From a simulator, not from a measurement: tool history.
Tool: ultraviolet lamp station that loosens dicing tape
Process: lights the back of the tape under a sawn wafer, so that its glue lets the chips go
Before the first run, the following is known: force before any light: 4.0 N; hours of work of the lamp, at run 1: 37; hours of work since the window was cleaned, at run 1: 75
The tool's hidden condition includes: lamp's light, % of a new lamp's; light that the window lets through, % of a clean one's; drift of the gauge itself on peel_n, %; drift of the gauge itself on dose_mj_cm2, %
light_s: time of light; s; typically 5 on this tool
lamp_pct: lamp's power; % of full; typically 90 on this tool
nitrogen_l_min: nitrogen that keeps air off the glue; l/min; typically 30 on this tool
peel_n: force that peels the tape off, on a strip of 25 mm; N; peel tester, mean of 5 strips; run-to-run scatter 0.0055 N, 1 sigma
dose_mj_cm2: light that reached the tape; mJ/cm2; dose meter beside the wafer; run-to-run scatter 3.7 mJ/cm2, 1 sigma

run,day,light_s,lamp_pct,nitrogen_l_min,hours of work of the lamp,hours of work since the window was cleaned,peel_n,dose_mj_cm2
1,0.000,5,90,30,37,75,0.120,589
2,0.396,5,90,30,43,80,0.112,592
3,0.829,8,90,30,49,87,0.107,944
4,1.075,5,90,30,53,90,0.114,589
5,1.325,5,90,30,56,94,0.114,595
6,1.754,5,90,30,63,100,0.113,579
7,2.171,5,90,24,69,106,0.134,584
8,2.379,5,89,30,72,110,0.122,578
9,2.621,5,89,30,75,113,0.119,579
10,3.083,8,90,30,82,120,0.086,923
11,3.471,3,90,10,88,126,0.638,345
12,3.767,3,90,10,92,130,0.657,341
13,4.100,10,90,26,97,135,0.101,1145
14,4.488,9,98,49,103,140,0.090,1115
15,4.950,2,86,49,110,147,0.553,216
16,5.254,2,86,49,114,152,0.534,216
17,5.671,8,90,30,120,158,0.091,898
18,5.992,3,90,30,125,162,0.294,339
19,6.329,3,86,48,130,167,0.248,321
20,6.796,3,66,25,137,174,0.653,246

Branching from run 20: 4 alternative next runs. What would each branch give?
A,7.283,3,91,11,144,181,?,?
B,7.283,3,78,29,144,181,?,?
C,7.283,3,65,27,144,181,?,?
D,7.283,5,90,36,144,181,?,?

run,peel_n,dose_mj_cm2
A,0.650,334
B,0.428,292
C,0.626,245
D,0.114,555
Without the tool's hidden state the same runs would have given:
run,peel_n,dose_mj_cm2
A,0.538,373
B,0.344,325
C,0.517,272
D,0.103,619

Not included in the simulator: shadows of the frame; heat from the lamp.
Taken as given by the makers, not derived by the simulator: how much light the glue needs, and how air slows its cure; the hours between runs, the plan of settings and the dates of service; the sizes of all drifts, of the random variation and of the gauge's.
